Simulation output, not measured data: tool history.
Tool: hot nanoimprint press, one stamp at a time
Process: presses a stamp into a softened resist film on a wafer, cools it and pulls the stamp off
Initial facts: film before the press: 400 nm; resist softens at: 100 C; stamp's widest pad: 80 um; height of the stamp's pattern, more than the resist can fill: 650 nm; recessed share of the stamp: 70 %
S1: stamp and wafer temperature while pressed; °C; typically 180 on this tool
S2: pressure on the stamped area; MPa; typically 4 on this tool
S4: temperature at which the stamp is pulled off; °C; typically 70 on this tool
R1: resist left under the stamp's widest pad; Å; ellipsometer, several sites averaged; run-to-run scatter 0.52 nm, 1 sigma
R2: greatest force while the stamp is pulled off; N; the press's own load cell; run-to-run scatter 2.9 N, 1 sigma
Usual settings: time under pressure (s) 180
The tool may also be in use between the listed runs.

run 1 hour=0 | S1=180 S2=4 time_under_pressure_(s)=180 S4=70 | R1=1799 R2=188
run 2 hour=18.9 | S1=180 S2=4 time_under_pressure_(s)=133 S4=70 | R1=1973 R2=186
run 3 hour=44.9 | S1=180 S2=4 time_under_pressure_(s)=133 S4=70 | R1=1977 R2=183
run 4 hour=70.9 | S1=169 S2=4 time_under_pressure_(s)=180 S4=70 | R1=2663 R2=187
run 5 hour=91.7 | S1=169 S2=4 time_under_pressure_(s)=180 S4=70 | R1=2682 R2=182
run 6 hour=114.1 | S1=169 S2=4 time_under_pressure_(s)=180 S4=70 | R1=2683 R2=187
-- hour=121.9 stamp cleaned and given a new release coat
run 7 hour=138.8 | S1=169 S2=4 time_under_pressure_(s)=180 S4=70 | R1=2680 R2=188
run 8 hour=151.3 | S1=169 S2=4 time_under_pressure_(s)=180 S4=70 | R1=2689 R2=186
run 9 hour=178.6 | S1=169 S2=4 time_under_pressure_(s)=180 S4=70 | R1=2685 R2=189
run 10 hour=200.8 | S1=169 S2=4 time_under_pressure_(s)=180 S4=70 | R1=2698 R2=189
run 11 hour=221.4 | S1=180 S2=4 time_under_pressure_(s)=304 S4=70 | R1=1520 R2=191
run 12 hour=245.2 | S1=180 S2=4 time_under_pressure_(s)=304 S4=70 | R1=1515 R2=188
run 13 hour=266.6 | S1=180 S2=4 time_under_pressure_(s)=304 S4=70 | R1=1527 R2=185
run 14 hour=295 | S1=180 S2=4 time_under_pressure_(s)=304 S4=70 | R1=1528 R2=188
run 15 hour=311.5 | S1=180 S2=6.02 time_under_pressure_(s)=180 S4=59 | R1=1431 R2=247
run 16 hour=323.5 | S1=190 S2=4 time_under_pressure_(s)=180 S4=70 | R1=1259 R2=184
run 17 hour=350.9 | S1=186 S2=2.52 time_under_pressure_(s)=180 S4=70 | R1=1911 R2=187
run 18 hour=365.3 | S1=186 S2=2.52 time_under_pressure_(s)=180 S4=70 | R1=1903 R2=189
run 19 hour=382.1 | S1=186 S2=2.96 time_under_pressure_(s)=192 S4=67 | R1=1708 R2=200
run 20 hour=402.7 | S1=186 S2=2.96 time_under_pressure_(s)=192 S4=67 | R1=1707 R2=204
run 21 hour=419.5 | S1=183 S2=6.22 time_under_pressure_(s)=117 S4=77 | R1=1456 R2=147
run 22 hour=441.5 | S1=189 S2=4 time_under_pressure_(s)=180 S4=70 | R1=1322 R2=188
run 23 hour=455.1 | S1=189 S2=4 time_under_pressure_(s)=180 S4=70 | R1=1318 R2=188
run 24 hour=477.6 | S1=171 S2=3.9 time_under_pressure_(s)=164 S4=74 | R1=2637 R2=166
run 25 hour=504.2 | S1=171 S2=3.9 time_under_pressure_(s)=164 S4=69 | R1=2627 R2=191

Each run again, without the hidden state but with its own random variation kept:
The hidden state here: true temperature over the reading, C; pressure that arrives at the usual setting, %; grip of the stamp's worn release coat, % over a new coat's; drift of the gauge itself on residual_nm, %; drift of the gauge itself on pull_off_n, %.
run=1 R1=1797
run=2 R1=1969
run=3 R1=1972
run=4 R1=2653
run=5 R1=2670
run=6 R1=2669
run=7 R1=2665
run=8 R1=2672
run=9 R1=2665
run=10 R1=2675
run=11 R1=1506
run=12 R1=1500
run=13 R1=1510
run=14 R1=1510
run=15 R1=1412
run=16 R1=1243
run=17 R1=1885
run=18 R1=1876
run=19 R1=1682
run=20 R1=1680
run=21 R1=1432
run=22 R1=1299
run=23 R1=1295
run=24 R1=2588
run=25 R1=2575
For R2, the value without the hidden state is never more than 2 N from the measured value.
